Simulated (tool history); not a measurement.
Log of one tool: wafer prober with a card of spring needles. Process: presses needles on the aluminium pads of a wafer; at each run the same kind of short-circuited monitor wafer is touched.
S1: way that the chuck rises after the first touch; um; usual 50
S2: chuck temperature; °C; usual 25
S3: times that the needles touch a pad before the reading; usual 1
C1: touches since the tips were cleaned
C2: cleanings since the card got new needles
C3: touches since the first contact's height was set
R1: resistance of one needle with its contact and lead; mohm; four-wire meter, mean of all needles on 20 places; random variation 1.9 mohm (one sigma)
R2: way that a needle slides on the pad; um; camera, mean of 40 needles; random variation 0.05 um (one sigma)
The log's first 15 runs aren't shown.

run,hour,S1,S2,S3,C1,C2,C3,R1,R2
# hour 1033.8: tips cleaned on abrasive film
# hour 1077.1: tips cleaned on abrasive film
16,1080.0,50,25,2,563,71,187329,198,6.44
# hour 1118.5: tips cleaned on abrasive film
17,1139.9,50,25,2,4210,72,199078,194,6.41
# hour 1159.2: tips cleaned on abrasive film
18,1185.3,50,25,2,5120,73,207977,195,6.48
# hour 1199.8: tips cleaned on abrasive film
19,1228.1,50,27,2,5563,74,216359,192,6.47
# hour 1242.6: tips cleaned on abrasive film
# hour 1281.5: height of the first contact set anew
# hour 1287.4: tips cleaned on abrasive film
20,1287.4,50,95,1,0,76,1144,214,6.46
# hour 1327.9: tips cleaned on abrasive film
# hour 1372.4: tips cleaned on abrasive film
21,1372.9,50,95,1,101,78,17887,213,6.35
# hour 1416.6: tips cleaned on abrasive film
22,1438.4,50,95,1,4272,79,30724,213,6.42
# hour 1456.3: tips cleaned on abrasive film
23,1483.2,50,108,1,5294,80,39512,218,6.46
# hour 1501.6: tips cleaned on abrasive film
24,1527.3,41,91,1,5053,81,48149,223,5.15
# hour 1546.4: tips cleaned on abrasive film
# hour 1586.9: tips cleaned on abrasive film
25,1608.3,41,91,1,4199,83,64021,222,5.23
# hour 1630.6: tips cleaned on abrasive film
# hour 1676.5: tips cleaned on abrasive film
26,1676.5,35,90,2,0,85,77375,229,4.46
# hour 1723.7: tips cleaned on abrasive film
27,1737.5,35,66,2,2705,86,89327,222,4.44
# hour 1766.7: tips cleaned on abrasive film
28,1793.6,50,25,3,5269,87,100322,196,6.42
# hour 1806.7: tips cleaned on abrasive film
# hour 1846.5: tips cleaned on abrasive film
# hour 1888.6: tips cleaned on abrasive film
29,1892.5,56,103,1,761,90,119690,212,7.17
# hour 1934.9: tips cleaned on abrasive film
30,1973.5,34,46,3,7583,91,135577,216,4.28
# hour 1978.5: tips cleaned on abrasive film
# hour 2023.3: tips cleaned on abrasive film
31,2031.4,35,50,1,1586,93,146910,218,4.49
# hour 2068.1: tips cleaned on abrasive film
32,2096.2,35,42,1,5535,94,159627,214,4.44

Forecast each of these 3 alternatives for the next run:
# hour 2115.5: tips cleaned on abrasive film
# hour 2160.8: tips cleaned on abrasive film
A,2166.8,45,62,1,1167,96,173442,?,?
# hour 2115.5: tips cleaned on abrasive film
# hour 2160.8: tips cleaned on abrasive film
B,2166.8,35,65,1,1167,96,173442,?,?
# hour 2115.5: tips cleaned on abrasive film
# hour 2160.8: tips cleaned on abrasive film
C,2166.8,32,25,1,1167,96,173442,?,?

run,R1,R2
A,210,5.89
B,222,4.56
C,214,4.17
Without the tool's hidden state the same runs would have given:
run,R1,R2
A,210,5.89
B,222,4.56
C,213,4.17
